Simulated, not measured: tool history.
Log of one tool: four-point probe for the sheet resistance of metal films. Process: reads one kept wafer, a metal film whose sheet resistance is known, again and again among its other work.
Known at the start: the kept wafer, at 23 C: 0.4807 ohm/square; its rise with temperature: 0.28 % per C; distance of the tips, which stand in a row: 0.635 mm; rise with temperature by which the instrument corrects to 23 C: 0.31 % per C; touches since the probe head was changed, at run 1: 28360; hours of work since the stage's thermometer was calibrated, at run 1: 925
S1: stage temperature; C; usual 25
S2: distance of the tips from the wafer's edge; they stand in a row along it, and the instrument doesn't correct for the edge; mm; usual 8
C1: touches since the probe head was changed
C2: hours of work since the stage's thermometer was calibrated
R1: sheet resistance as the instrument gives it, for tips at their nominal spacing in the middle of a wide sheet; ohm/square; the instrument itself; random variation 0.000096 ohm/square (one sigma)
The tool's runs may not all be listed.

run	day	S1	S2	C1	C2	R1
1	0.000	25	8	28360	925	0.479028
2	3.775	25	8	31531	989	0.478867
3	6.396	25	4	33734	1033	0.483442
4	10.992	25	4	37593	1111	0.482994
5	15.325	25	4	41233	1184	0.482786
6	20.212	23	8	45342	1267	0.478081
7	25.088	23	8	49435	1350	0.477674
8	27.708	25	8	51637	1394	0.477250
9	30.488	25	4	53971	1441	0.481749
10	34.700	25	4	57510	1512	0.481621
11	37.917	25	4	60212	1567	0.481475
12	41.442	31	35	63176	1626	0.473899
13	44.017	31	7	65338	1670	0.475773
14	46.354	28	9	67302	1710	0.475207
# day 46.875: new probe head fitted
15	50.271	21	5	2852	1775	0.484061
16	52.883	24	8	5047	1819	0.481033
17	56.762	27	8	8305	1885	0.480393
18	61.538	25	4	12317	1966	0.485253
19	66.242	25	4	16270	2045	0.484795
20	71.188	35	6	20424	2129	0.479546

4 ways to go on from here, each from the tool as it stands after run 20. What would each give?
A	74.742	24	32	23411	2189	?
B	74.742	18	50	23411	2189	?
C	74.742	26	13	23411	2189	?
D	74.742	24	11	23411	2189	?

run	R1
A	0.477936
B	0.478854
C	0.478327
D	0.478919
Without the tool's hidden state the same runs would have given:
run	R1
A	0.480530
B	0.481443
C	0.480926
D	0.481518
